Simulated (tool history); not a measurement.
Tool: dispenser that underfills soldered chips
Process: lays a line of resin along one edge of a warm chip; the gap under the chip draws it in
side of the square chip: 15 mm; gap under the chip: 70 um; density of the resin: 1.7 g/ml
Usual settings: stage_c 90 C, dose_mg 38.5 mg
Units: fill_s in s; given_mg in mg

| run | hour | stage_c | dose_mg | fill_s | given_mg |
|---|---|---|---|---|---|
| 1 | 0 | 90 | 38.5 | 329.2 | 37.12 |
|  | 1.3 | new syringe of resin |
| 2 | 6.2 | 90 | 38.5 | 315.3 | 37.14 |
|  | 9.4 | new syringe of resin |
|  | 14.2 | dispensing valve cleaned and set on the balance |
|  | 18.2 | new syringe of resin |
| 3 | 18.2 | 90 | 38.5 | 270.4 | 38.64 |
|  | 26.1 | new syringe of resin |
| 4 | 26.1 | 90 | 36.3 | 265.7 | 35.98 |
|  | 33.9 | new syringe of resin |
| 5 | 35.7 | 90 | 41.4 | 279.1 | 41.06 |
| 6 | 41.1 | 90 | 33.1 | 352.8 | 32.58 |
|  | 42.2 | new syringe of resin |
|  | 50 | new syringe of resin |
| 7 | 50 | 90 | 33.1 | 280.1 | 32.63 |
|  | 57.7 | new syringe of resin |
| 8 | 57.9 | 90 | 33.1 | 281.2 | 32.41 |
| 9 | 63.8 | 90 | 37.3 | 319.4 | 36.51 |
|  | 65.6 | new syringe of resin |
| 10 | 69 | 90 | 37.3 | 306.1 | 36.27 |
|  | 74 | new syringe of resin |
| 11 | 76.2 | 90 | 37.3 | 286.6 | 36.03 |
|  | 81.9 | new syringe of resin |
| 12 | 83.7 | 105 | 37.3 | 147 | 36.04 |
|  | 90.3 | new syringe of resin |
| 13 | 92.2 | 105 | 37.3 | 146.1 | 35.9 |
|  | 97.4 | dispensing valve cleaned and set on the balance |
|  | 99.6 | new syringe of resin |
| 14 | 99.6 | 105 | 37.3 | 135.8 | 37.32 |
| 15 | 105.1 | 81 | 37.3 | 504.1 | 37.21 |
|  | 107.5 | new syringe of resin |
|  | 115.6 | new syringe of resin |
| 16 | 115.8 | 90 | 38.5 | 273.3 | 37.96 |
| 17 | 122.5 | 90 | 38.5 | 331.4 | 37.86 |
|  | 123.7 | new syringe of resin |
| 18 | 127.2 | 90 | 38.5 | 290.2 | 38.08 |
|  | 131.9 | new syringe of resin |
| 19 | 132.2 | 104 | 42.9 | 139.4 | 42.2 |
| 20 | 137.2 | 90 | 34.5 | 320.5 | 33.73 |
|  | 139.7 | new syringe of resin |
| 21 | 146.2 | 86 | 42.9 | 393.2 | 41.66 |
|  | 147.6 | new syringe of resin |
| 22 | 151.8 | 86 | 42.9 | 379 | 41.75 |
|  | 155.7 | new syringe of resin |
| 23 | 161.7 | 90 | 41.2 | 318.8 | 40.12 |
|  | 163.6 | new syringe of resin |
| 24 | 167.8 | 90 | 41.2 | 301.3 | 40.09 |
|  | 171.6 | new syringe of resin |
| 25 | 173.9 | 93 | 35.9 | 255.9 | 34.57 |
|  | 179.3 | new syringe of resin |
|  | 180.9 | dispensing valve cleaned and set on the balance |
| 26 | 183.2 | 77 | 40.1 | 563.6 | 39.85 |
|  | 188.2 | new syringe of resin |
| 27 | 193.1 | 84 | 37.3 | 429.9 | 36.92 |
|  | 196.4 | new syringe of resin |
| 28 | 202.7 | 91 | 41.5 | 314.9 | 41.02 |
|  | 204.3 | new syringe of resin |
| 29 | 210.6 | 91 | 41.5 | 311.8 | 40.49 |
|  | 212.3 | new syringe of resin |
| 30 | 215.9 | 101 | 44.6 | 178 | 43.94 |
|  | 220.4 | new syringe of resin |
| 31 | 223.8 | 80 | 43.8 | 494.6 | 42.72 |
|  | 228.4 | new syringe of resin |
| 32 | 232 | 80 | 43.8 | 496.9 | 42.55 |
|  | 236.9 | new syringe of resin |
| 33 | 239.4 | 75 | 44.7 | 624.4 | 43.4 |

Forecast each of these 4 alternatives for the next run:
|  | 244.6 | new syringe of resin |
| A | 246.7 | 96 | 45.2 | ? | ? |
|  | 244.6 | new syringe of resin |
| B | 246.7 | 82 | 44.4 | ? | ? |
|  | 244.6 | new syringe of resin |
| C | 246.7 | 90 | 44.6 | ? | ? |
|  | 244.6 | new syringe of resin |
| D | 246.7 | 90 | 34.3 | ? | ? |

| run | fill_s | given_mg |
|---|---|---|
| A | 211.9 | 43.71 |
| B | 413.6 | 42.84 |
| C | 278.6 | 43.03 |
| D | 296.1 | 32.85 |
Without the tool's hidden state the same runs would have given:
| run | fill_s | given_mg |
|---|---|---|
| A | 194 | 45.23 |
| B | 377.3 | 44.33 |
| C | 254.6 | 44.53 |
| D | 268.5 | 34 |

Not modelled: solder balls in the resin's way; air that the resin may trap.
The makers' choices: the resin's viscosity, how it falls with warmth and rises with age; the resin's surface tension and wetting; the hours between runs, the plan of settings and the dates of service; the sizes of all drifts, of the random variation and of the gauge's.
